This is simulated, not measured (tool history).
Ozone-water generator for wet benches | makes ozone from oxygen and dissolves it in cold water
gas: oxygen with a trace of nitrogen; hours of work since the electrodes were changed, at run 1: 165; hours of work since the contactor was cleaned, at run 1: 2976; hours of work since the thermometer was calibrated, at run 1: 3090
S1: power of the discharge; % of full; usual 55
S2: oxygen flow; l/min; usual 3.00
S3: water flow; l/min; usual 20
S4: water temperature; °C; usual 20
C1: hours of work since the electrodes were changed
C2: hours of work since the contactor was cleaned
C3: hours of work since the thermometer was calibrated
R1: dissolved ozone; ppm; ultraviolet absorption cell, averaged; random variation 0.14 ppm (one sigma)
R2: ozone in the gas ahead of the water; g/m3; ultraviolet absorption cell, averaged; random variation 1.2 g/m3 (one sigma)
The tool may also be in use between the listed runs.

run	hour	S1	S2	S3	S4	C1	C2	C3	R1	R2
1	0.0	55	3.00	20	20	165	2976	3090	15.5	218.0
2	87.6	55	3.00	20	20	235	3047	3160	15.5	213.5
3	138.2	55	3.00	20	20	276	3087	3201	15.2	216.0
4	183.8	50	3.00	20	20	313	3124	3238	14.3	203.6
5	247.8	50	3.00	20	20	364	3176	3289	14.6	205.4
6	295.3	55	3.00	20	20	402	3214	3327	15.0	213.7
7	372.2	55	1.72	20	20	464	3276	3389	12.9	276.0
8	433.1	55	1.72	20	20	513	3324	3438	12.8	270.8
9	506.5	55	1.72	20	20	572	3383	3497	13.0	272.8
10	587.2	55	1.72	20	20	637	3448	3562	13.0	273.9
11	645.1	55	1.84	20	20	684	3495	3609	13.3	261.3
12	732.6	55	1.84	20	20	754	3565	3679	13.2	263.9
13	819.0	55	1.84	20	20	824	3635	3749	13.3	262.9
14	908.1	55	1.84	20	20	895	3706	3820	13.4	263.6
15	981.5	70	1.84	20	20	954	3765	3879	15.2	301.9
16	1045.0	70	1.84	20	20	1005	3816	3930	14.9	299.3
17	1095.5	70	1.84	20	20	1046	3857	3971	14.7	300.2
18	1186.9	69	4.12	20	21	1119	3931	4044	17.7	209.8
19	1237.8	55	1.62	20	20	1160	3971	4085	12.4	277.1
20	1301.0	45	3.00	20	20	1211	4022	4136	13.4	189.3
21	1361.4	55	4.56	21	22	1260	4071	4185	15.0	176.2
22	1431.8	55	3.00	25	14	1316	4127	4241	12.8	211.5
23	1491.2	55	3.63	20	20	1364	4175	4289	15.5	193.9
24	1592.2	78	4.60	19	14	1445	4256	4370	22.0	208.6
25	1653.4	55	3.33	20	20	1494	4306	4419	15.1	203.1
26	1725.7	89	4.47	13	22	1553	4364	4477	28.2	229.6
27	1821.0	89	1.93	13	17	1629	4440	4554	26.7	332.1
28	1878.3	55	2.72	20	20	1675	4486	4600	14.3	220.2
29	1938.5	55	2.72	20	20	1724	4535	4649	14.5	218.9
30	2016.8	98	2.72	13	20	1787	4598	4712	29.1	301.4
31	2089.4	55	2.54	20	14	1845	4656	4770	14.7	224.7
32	2177.1	55	3.00	16	20	1915	4727	4840	18.0	207.2
33	2250.4	55	3.00	19	20	1974	4786	4899	15.5	207.5

The same runs without the tool's hidden state, with the same run-to-run variation:
The hidden state here: yield of the discharge, % of new electrodes'; contactor's efficiency, % of a clean one's; true water temperature over the reading, C; drift of the gauge itself on ozone_ppm, %; drift of the gauge itself on gas_g_m3, %.
run	R1	R2
1	16.1	220.3
2	16.2	216.1
3	15.8	218.8
4	15.0	206.3
5	15.2	208.2
6	15.7	217.1
7	13.5	280.7
8	13.4	275.7
9	13.6	278.1
10	13.6	279.6
11	14.0	267.0
12	14.0	270.0
13	14.0	269.4
14	14.1	270.5
15	16.2	311.5
16	15.9	309.2
17	15.7	310.5
18	19.0	217.3
19	13.3	285.9
20	14.3	194.6
21	16.1	182.1
22	13.7	218.9
23	16.7	201.0
24	23.9	218.4
25	16.3	211.0
26	30.7	241.8
27	29.0	350.6
28	15.5	229.7
29	15.8	228.6
30	32.0	320.4
31	16.0	235.3
32	19.6	217.3
33	16.9	217.8
